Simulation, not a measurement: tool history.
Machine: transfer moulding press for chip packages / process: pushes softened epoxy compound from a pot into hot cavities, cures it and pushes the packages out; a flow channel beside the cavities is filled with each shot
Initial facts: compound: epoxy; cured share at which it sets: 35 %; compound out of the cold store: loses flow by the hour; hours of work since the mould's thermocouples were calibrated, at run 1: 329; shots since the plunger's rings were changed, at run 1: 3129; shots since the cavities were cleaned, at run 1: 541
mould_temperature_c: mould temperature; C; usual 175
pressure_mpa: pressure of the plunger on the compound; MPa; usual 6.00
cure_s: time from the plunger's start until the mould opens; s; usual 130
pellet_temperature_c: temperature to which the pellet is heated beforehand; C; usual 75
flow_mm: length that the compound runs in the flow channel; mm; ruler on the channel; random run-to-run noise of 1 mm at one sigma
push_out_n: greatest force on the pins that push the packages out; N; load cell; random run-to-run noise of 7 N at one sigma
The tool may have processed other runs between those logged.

run	hour	mould_temperature_c	pressure_mpa	cure_s	pellet_temperature_c	hours of work since the mould's thermocouples were calibrated	shots since the plunger's rings were changed	shots since the cavities were cleaned	incoming compound's hours out of the cold store	flow_mm	push_out_n
1	0.0	175	6.00	130	75	329	3129	541	24.1	703.8	283
# hour 7.4: plunger's sealing rings changed
# hour 11.3: cavities cleaned with cleaning compound and waxed
2	15.7	177	6.00	130	75	337	69	45	8.1	724.0	257
3	26.1	175	6.00	130	75	345	176	152	29.2	694.2	279
4	34.7	175	6.00	153	75	351	264	240	37.2	683.2	238
5	46.6	175	6.00	153	75	360	385	361	14.3	718.9	232
6	55.2	175	6.00	153	75	366	474	450	14.3	720.2	237
7	64.5	175	6.00	153	75	373	569	545	10.5	727.0	227
# hour 73.0: cavities cleaned with cleaning compound and waxed
8	73.0	175	6.00	153	75	378	641	0	29.7	696.2	240
9	81.6	175	6.00	153	75	384	729	88	10.9	724.8	231
10	95.5	175	6.00	153	75	394	871	230	19.2	711.5	238
11	106.4	175	6.00	153	75	402	983	342	19.3	712.1	228
12	121.2	175	6.00	153	75	412	1134	493	38.8	679.0	236
13	132.3	175	6.00	153	75	420	1248	607	36.7	683.7	232
# hour 134.8: cavities cleaned with cleaning compound and waxed
14	143.1	175	6.00	153	75	427	1343	85	22.0	707.2	232
15	155.8	175	6.00	130	75	436	1473	215	39.6	678.7	270
16	167.9	175	6.00	130	72	445	1598	340	39.3	679.6	277
17	174.6	171	5.83	168	75	450	1666	408	16.8	715.0	240
18	188.4	179	5.36	140	84	460	1808	550	27.6	650.2	216
# hour 196.6: cavities cleaned with cleaning compound and waxed
19	198.4	175	6.00	151	80	466	1895	19	8.9	728.9	240
20	212.5	175	6.00	151	80	476	2039	163	23.7	705.2	232
21	227.3	176	7.28	166	75	487	2191	315	37.8	748.4	219
22	233.7	173	6.00	140	81	491	2256	380	38.9	686.8	263
23	241.3	173	6.00	140	81	497	2334	458	35.3	691.4	281
24	252.4	175	6.00	130	71	505	2448	572	21.0	708.7	285
# hour 258.2: cavities cleaned with cleaning compound and waxed
25	262.0	175	6.77	130	74	511	2530	38	10.8	769.1	292
26	273.3	175	6.77	143	74	519	2647	155	8.7	775.4	263
27	281.7	169	7.35	143	69	525	2732	240	38.7	770.4	327
28	292.9	175	5.30	130	72	533	2847	355	34.1	647.2	274
29	305.9	175	5.23	132	72	543	2981	489	37.9	637.4	277

Here are 4 independent what-if runs from the current tool condition. What would each one return?
A	317.6	169	6.00	130	74	551	3101	609	33.4	?	?
B	317.6	175	6.58	130	75	551	3101	609	25.5	?	?
C	317.6	171	5.13	132	75	551	3101	609	37.9	?	?
D	317.6	175	6.00	160	81	551	3101	609	23.8	?	?

run	flow_mm	push_out_n
A	705.8	416
B	734.9	281
C	640.2	346
D	703.6	223
With no hidden state in the tool, these same runs would have given:
run	flow_mm	push_out_n
A	706.0	413
B	735.2	279
C	640.5	343
D	703.9	221

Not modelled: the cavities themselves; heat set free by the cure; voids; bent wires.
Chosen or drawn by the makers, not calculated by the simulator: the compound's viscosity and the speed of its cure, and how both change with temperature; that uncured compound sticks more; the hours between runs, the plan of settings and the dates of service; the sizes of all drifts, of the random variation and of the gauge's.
